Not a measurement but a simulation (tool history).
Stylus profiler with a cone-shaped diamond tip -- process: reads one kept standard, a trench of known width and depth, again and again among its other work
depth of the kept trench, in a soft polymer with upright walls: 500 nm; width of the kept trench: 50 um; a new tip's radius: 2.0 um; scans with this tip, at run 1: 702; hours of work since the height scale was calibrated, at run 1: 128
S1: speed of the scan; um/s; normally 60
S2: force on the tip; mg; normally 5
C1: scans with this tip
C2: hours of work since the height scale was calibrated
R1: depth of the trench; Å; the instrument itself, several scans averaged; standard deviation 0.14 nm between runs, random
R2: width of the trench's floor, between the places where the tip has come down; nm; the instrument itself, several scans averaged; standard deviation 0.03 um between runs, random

{"run": 1, "hour": 0.0, "S1": 60, "S2": 5, "C1": 702, "C2": 128, "R1": 5141.8, "R2": 47130}
{"run": 2, "hour": 41.4, "S1": 18, "S2": 5, "C1": 802, "C2": 147, "R1": 5140.5, "R2": 47260}
{"run": 3, "hour": 102.7, "S1": 18, "S2": 5, "C1": 948, "C2": 173, "R1": 5143.9, "R2": 47230}
{"run": 4, "hour": 137.7, "S1": 114, "S2": 5, "C1": 1032, "C2": 189, "R1": 5144.1, "R2": 46860}
{"run": 5, "hour": 185.1, "S1": 114, "S2": 5, "C1": 1145, "C2": 209, "R1": 5141.8, "R2": 46870}
{"run": 6, "hour": 220.4, "S1": 114, "S2": 5.36, "C1": 1230, "C2": 225, "R1": 5149.3, "R2": 46880}
{"run": 7, "hour": 259.6, "S1": 114, "S2": 5.36, "C1": 1324, "C2": 242, "R1": 5148.6, "R2": 46950}
{"run": 8, "hour": 299.2, "S1": 114, "S2": 5.36, "C1": 1418, "C2": 259, "R1": 5146, "R2": 46910}
{"run": 9, "hour": 330.8, "S1": 114, "S2": 11.33, "C1": 1494, "C2": 273, "R1": 5245, "R2": 47050}
{"run": 10, "hour": 384.3, "S1": 60, "S2": 3.07, "C1": 1622, "C2": 297, "R1": 5104.9, "R2": 46930}
{"run": 11, "hour": 422.1, "S1": 60, "S2": 3.07, "C1": 1713, "C2": 313, "R1": 5105.9, "R2": 46980}
{"run": 12, "hour": 490.6, "S1": 60, "S2": 2.12, "C1": 1877, "C2": 343, "R1": 5085.3, "R2": 46930}
{"run": 13, "hour": 548.0, "S1": 60, "S2": 2.12, "C1": 2014, "C2": 368, "R1": 5085.4, "R2": 46930}
{"hour": 553.5, "done": "height scale calibrated on a step standard"}
{"run": 14, "hour": 582.7, "S1": 19, "S2": 2.01, "C1": 2096, "C2": 13, "R1": 5083.3, "R2": 47170}
{"run": 15, "hour": 654.2, "S1": 124, "S2": 2.12, "C1": 2267, "C2": 44, "R1": 5084, "R2": 46580}
{"run": 16, "hour": 715.2, "S1": 224, "S2": 2.81, "C1": 2413, "C2": 71, "R1": 5103.4, "R2": 46210}
{"run": 17, "hour": 751.2, "S1": 224, "S2": 2.81, "C1": 2499, "C2": 87, "R1": 5099.9, "R2": 46210}
{"run": 18, "hour": 783.7, "S1": 224, "S2": 2.81, "C1": 2577, "C2": 101, "R1": 5101.1, "R2": 46200}
{"run": 19, "hour": 853.5, "S1": 142, "S2": 5.33, "C1": 2744, "C2": 131, "R1": 5153.9, "R2": 46760}
{"hour": 882.1, "done": "height scale calibrated on a step standard, once more"}
{"run": 20, "hour": 906.4, "S1": 142, "S2": 5.33, "C1": 2869, "C2": 11, "R1": 5145.7, "R2": 46700}

Below are 4 alternative next runs, each starting from the tool's condition after run 20. Predict each:
{"run": "A", "hour": 946.9, "S1": 60, "S2": 2.9, "C1": 2966, "C2": 28, "R1": "?", "R2": "?"}
{"run": "B", "hour": 946.9, "S1": 72, "S2": 11.12, "C1": 2966, "C2": 28, "R1": "?", "R2": "?"}
{"run": "C", "hour": 946.9, "S1": 18, "S2": 11.94, "C1": 2966, "C2": 28, "R1": "?", "R2": "?"}
{"run": "D", "hour": 946.9, "S1": 20, "S2": 13.99, "C1": 2966, "C2": 28, "R1": "?", "R2": "?"}

run=A R1=5100.2 R2=46870
run=B R1=5241.3 R2=47030
run=C R1=5249.3 R2=47150
run=D R1=5276.7 R2=47150
Stripped of hidden state, with their random variation kept, the same runs would have yielded:
run=A R1=5099.4 R2=47020
run=B R1=5240.5 R2=47180
run=C R1=5248.5 R2=47300
run=D R1=5275.9 R2=47290

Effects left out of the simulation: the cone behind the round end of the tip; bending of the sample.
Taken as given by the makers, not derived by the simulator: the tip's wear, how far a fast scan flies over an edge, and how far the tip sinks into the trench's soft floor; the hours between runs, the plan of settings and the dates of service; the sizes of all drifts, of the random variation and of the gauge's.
